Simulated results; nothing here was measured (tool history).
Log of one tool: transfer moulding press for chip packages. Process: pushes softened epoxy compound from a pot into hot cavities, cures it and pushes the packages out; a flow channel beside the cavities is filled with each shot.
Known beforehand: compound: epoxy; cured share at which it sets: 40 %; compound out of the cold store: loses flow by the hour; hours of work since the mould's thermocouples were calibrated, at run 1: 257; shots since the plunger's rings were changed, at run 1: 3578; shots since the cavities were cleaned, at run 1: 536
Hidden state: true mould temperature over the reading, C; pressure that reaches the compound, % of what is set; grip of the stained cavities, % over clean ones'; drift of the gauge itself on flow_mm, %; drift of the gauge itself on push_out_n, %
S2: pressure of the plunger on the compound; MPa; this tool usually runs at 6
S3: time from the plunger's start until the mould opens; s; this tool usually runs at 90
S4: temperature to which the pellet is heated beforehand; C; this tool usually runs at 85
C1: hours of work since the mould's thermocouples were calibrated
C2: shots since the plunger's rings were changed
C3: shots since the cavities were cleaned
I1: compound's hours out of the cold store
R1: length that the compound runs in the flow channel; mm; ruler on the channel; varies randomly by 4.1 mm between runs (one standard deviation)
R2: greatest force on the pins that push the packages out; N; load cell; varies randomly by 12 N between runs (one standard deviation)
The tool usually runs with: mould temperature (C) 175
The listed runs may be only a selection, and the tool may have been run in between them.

{"run": 1, "day": 0.0, "mould temperature (C)": 175, "S2": 6, "S3": 90, "S4": 85, "C1": 257, "C2": 3578, "C3": 536, "I1": 38.4, "R1": 676, "R2": 572}
{"run": 2, "day": 0.246, "mould temperature (C)": 175, "S2": 6, "S3": 90, "S4": 85, "C1": 261, "C2": 3655, "C3": 613, "I1": 46.3, "R1": 644, "R2": 574}
{"day": 0.433, "done": "cavities cleaned with cleaning compound and waxed"}
{"run": 3, "day": 0.625, "mould temperature (C)": 175, "S2": 6, "S3": 90, "S4": 85, "C1": 266, "C2": 3754, "C3": 59, "I1": 30.5, "R1": 693, "R2": 552}
{"run": 4, "day": 0.946, "mould temperature (C)": 175, "S2": 6, "S3": 90, "S4": 85, "C1": 271, "C2": 3854, "C3": 159, "I1": 42, "R1": 668, "R2": 575}
{"run": 5, "day": 1.175, "mould temperature (C)": 175, "S2": 6, "S3": 90, "S4": 85, "C1": 275, "C2": 3926, "C3": 231, "I1": 44.3, "R1": 650, "R2": 573}
{"run": 6, "day": 1.571, "mould temperature (C)": 175, "S2": 6, "S3": 90, "S4": 85, "C1": 281, "C2": 4050, "C3": 355, "I1": 23.6, "R1": 713, "R2": 596}
{"run": 7, "day": 1.858, "mould temperature (C)": 175, "S2": 6, "S3": 90, "S4": 85, "C1": 285, "C2": 4139, "C3": 444, "I1": 11.6, "R1": 744, "R2": 629}
{"run": 8, "day": 2.238, "mould temperature (C)": 175, "S2": 6, "S3": 90, "S4": 81, "C1": 291, "C2": 4258, "C3": 563, "I1": 12.7, "R1": 750, "R2": 623}
{"day": 2.592, "done": "cavities cleaned with cleaning compound and waxed"}
{"run": 9, "day": 2.596, "mould temperature (C)": 175, "S2": 6, "S3": 90, "S4": 82, "C1": 296, "C2": 4350, "C3": 1, "I1": 30.1, "R1": 697, "R2": 580}
{"run": 10, "day": 2.975, "mould temperature (C)": 175, "S2": 6, "S3": 90, "S4": 82, "C1": 302, "C2": 4468, "C3": 119, "I1": 28.4, "R1": 697, "R2": 597}
{"run": 11, "day": 3.217, "mould temperature (C)": 175, "S2": 6, "S3": 90, "S4": 82, "C1": 306, "C2": 4544, "C3": 195, "I1": 31.5, "R1": 685, "R2": 600}
{"run": 12, "day": 3.633, "mould temperature (C)": 175, "S2": 6.32, "S3": 94, "S4": 82, "C1": 312, "C2": 4674, "C3": 325, "I1": 39.5, "R1": 688, "R2": 520}

Run 13 has not been measured yet. What should we expect?
{"run": 13, "day": 3.917, "mould temperature (C)": 179, "S2": 6.02, "S3": 106, "S4": 83, "C1": 317, "C2": 4763, "C3": 414, "I1": 15.9, "R1": "?", "R2": "?"}

Run 13 yielded R1 724 mm, R2 430 N.
Take away the tool's hidden state, keep the run-to-run variation as it was, and the same run would have given R1 725 mm, R2 427 N.
